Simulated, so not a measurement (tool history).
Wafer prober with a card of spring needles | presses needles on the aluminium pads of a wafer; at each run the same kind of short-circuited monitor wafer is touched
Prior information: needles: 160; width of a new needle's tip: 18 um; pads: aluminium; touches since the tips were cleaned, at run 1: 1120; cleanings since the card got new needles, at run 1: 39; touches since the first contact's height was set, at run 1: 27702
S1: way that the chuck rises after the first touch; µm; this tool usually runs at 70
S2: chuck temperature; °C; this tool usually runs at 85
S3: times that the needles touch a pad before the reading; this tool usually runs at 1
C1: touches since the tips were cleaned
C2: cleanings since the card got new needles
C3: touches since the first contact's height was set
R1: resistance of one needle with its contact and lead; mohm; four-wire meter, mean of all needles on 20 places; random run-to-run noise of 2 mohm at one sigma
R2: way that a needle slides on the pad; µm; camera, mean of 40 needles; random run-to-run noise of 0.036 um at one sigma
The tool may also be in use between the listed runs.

| run | hour | S1 | S2 | S3 | C1 | C2 | C3 | R1 | R2 |
|---|---|---|---|---|---|---|---|---|---|
| 1 | 0.0 | 70 | 85 | 1 | 1120 | 39 | 27702 | 236 | 11.30 |
|  | 3.1 | tips cleaned on abrasive film |
| 2 | 8.4 | 70 | 85 | 1 | 1698 | 40 | 30364 | 247 | 11.35 |
|  | 10.2 | tips cleaned on abrasive film |
|  | 17.4 | tips cleaned on abrasive film |
| 3 | 18.7 | 70 | 85 | 1 | 413 | 42 | 33613 | 227 | 11.21 |
|  | 24.0 | tips cleaned on abrasive film |
| 4 | 27.0 | 70 | 85 | 1 | 988 | 43 | 36255 | 233 | 11.23 |
|  | 31.3 | tips cleaned on abrasive film |
|  | 38.1 | tips cleaned on abrasive film |
| 5 | 38.1 | 70 | 85 | 1 | 0 | 45 | 39740 | 219 | 11.24 |
| 6 | 43.7 | 70 | 85 | 1 | 1818 | 45 | 41558 | 242 | 11.20 |
|  | 45.4 | tips cleaned on abrasive film |
|  | 52.0 | tips cleaned on abrasive film |
| 7 | 52.7 | 70 | 85 | 1 | 221 | 47 | 44380 | 224 | 11.26 |
|  | 59.0 | tips cleaned on abrasive film |
| 8 | 61.4 | 70 | 85 | 1 | 770 | 48 | 47117 | 228 | 11.20 |
|  | 65.7 | tips cleaned on abrasive film |
| 9 | 70.3 | 70 | 85 | 1 | 1455 | 49 | 49941 | 242 | 11.17 |
|  | 72.6 | tips cleaned on abrasive film |
| 10 | 75.9 | 70 | 85 | 1 | 1040 | 50 | 51714 | 241 | 11.16 |
|  | 79.9 | tips cleaned on abrasive film |
| 11 | 86.2 | 70 | 85 | 1 | 2038 | 51 | 54998 | 249 | 11.14 |
|  | 87.2 | tips cleaned on abrasive film |
|  | 94.2 | tips cleaned on abrasive film |
| 12 | 96.9 | 70 | 85 | 1 | 873 | 53 | 58375 | 232 | 11.14 |
|  | 100.9 | tips cleaned on abrasive film |
| 13 | 104.1 | 70 | 85 | 1 | 1021 | 54 | 60635 | 235 | 11.09 |
|  | 105.3 | height of the first contact set anew |
|  | 107.8 | tips cleaned on abrasive film |
| 14 | 111.2 | 70 | 85 | 1 | 1064 | 55 | 1859 | 235 | 11.44 |
|  | 115.0 | tips cleaned on abrasive film |
|  | 121.9 | tips cleaned on abrasive film |
| 15 | 122.1 | 70 | 85 | 1 | 74 | 57 | 5312 | 222 | 11.41 |
|  | 128.6 | tips cleaned on abrasive film |
| 16 | 129.1 | 70 | 85 | 1 | 153 | 58 | 7512 | 222 | 11.46 |
|  | 135.7 | tips cleaned on abrasive film |
| 17 | 138.0 | 70 | 85 | 1 | 756 | 59 | 10360 | 231 | 11.40 |
|  | 142.6 | tips cleaned on abrasive film |
| 18 | 148.8 | 72 | 36 | 1 | 2006 | 60 | 13800 | 236 | 11.71 |
|  | 149.5 | tips cleaned on abrasive film |
| 19 | 154.3 | 69 | 85 | 1 | 1525 | 61 | 15518 | 242 | 11.29 |
|  | 156.7 | tips cleaned on abrasive film |
| 20 | 162.9 | 69 | 61 | 1 | 1977 | 62 | 18241 | 242 | 11.23 |
|  | 163.5 | tips cleaned on abrasive film |
|  | 170.0 | tips cleaned on abrasive film |
| 21 | 172.2 | 84 | 71 | 1 | 702 | 64 | 21171 | 223 | 13.68 |
|  | 177.1 | tips cleaned on abrasive film |
| 22 | 182.6 | 55 | 27 | 1 | 1758 | 65 | 24465 | 243 | 8.87 |
|  | 184.3 | tips cleaned on abrasive film |
| 23 | 188.0 | 61 | 46 | 1 | 1211 | 66 | 26190 | 237 | 9.85 |
|  | 190.8 | tips cleaned on abrasive film |
| 24 | 196.5 | 58 | 86 | 3 | 1847 | 67 | 28893 | 234 | 9.37 |
|  | 197.3 | tips cleaned on abrasive film |
|  | 203.9 | tips cleaned on abrasive film |
| 25 | 207.5 | 70 | 27 | 2 | 1143 | 69 | 32335 | 215 | 11.21 |
|  | 211.0 | tips cleaned on abrasive film |
| 26 | 212.6 | 70 | 27 | 2 | 497 | 70 | 33944 | 213 | 11.25 |
|  | 218.0 | tips cleaned on abrasive film |
| 27 | 219.1 | 70 | 79 | 1 | 334 | 71 | 35994 | 222 | 11.28 |
|  | 225.0 | tips cleaned on abrasive film |
| 28 | 227.7 | 53 | 36 | 2 | 869 | 72 | 38733 | 224 | 8.40 |

Below are 3 alternative next runs, each starting from the tool's condition after run 28. Predict each:
|  | 231.9 | tips cleaned on abrasive film |
| A | 233.7 | 63 | 36 | 1 | 556 | 73 | 40619 | ? | ? |
|  | 231.9 | tips cleaned on abrasive film |
| B | 233.7 | 83 | 35 | 1 | 556 | 73 | 40619 | ? | ? |
|  | 231.9 | tips cleaned on abrasive film |
| C | 233.7 | 53 | 36 | 2 | 556 | 73 | 40619 | ? | ? |

| run | R1 | R2 |
|---|---|---|
| A | 224 | 10.09 |
| B | 216 | 13.29 |
| C | 223 | 8.46 |
The same runs, with their run-to-run variation unchanged, on a tool lacking any hidden condition would have given:
| run | R1 | R2 |
|---|---|---|
| A | 208 | 10.33 |
| B | 206 | 13.54 |
| C | 210 | 8.70 |

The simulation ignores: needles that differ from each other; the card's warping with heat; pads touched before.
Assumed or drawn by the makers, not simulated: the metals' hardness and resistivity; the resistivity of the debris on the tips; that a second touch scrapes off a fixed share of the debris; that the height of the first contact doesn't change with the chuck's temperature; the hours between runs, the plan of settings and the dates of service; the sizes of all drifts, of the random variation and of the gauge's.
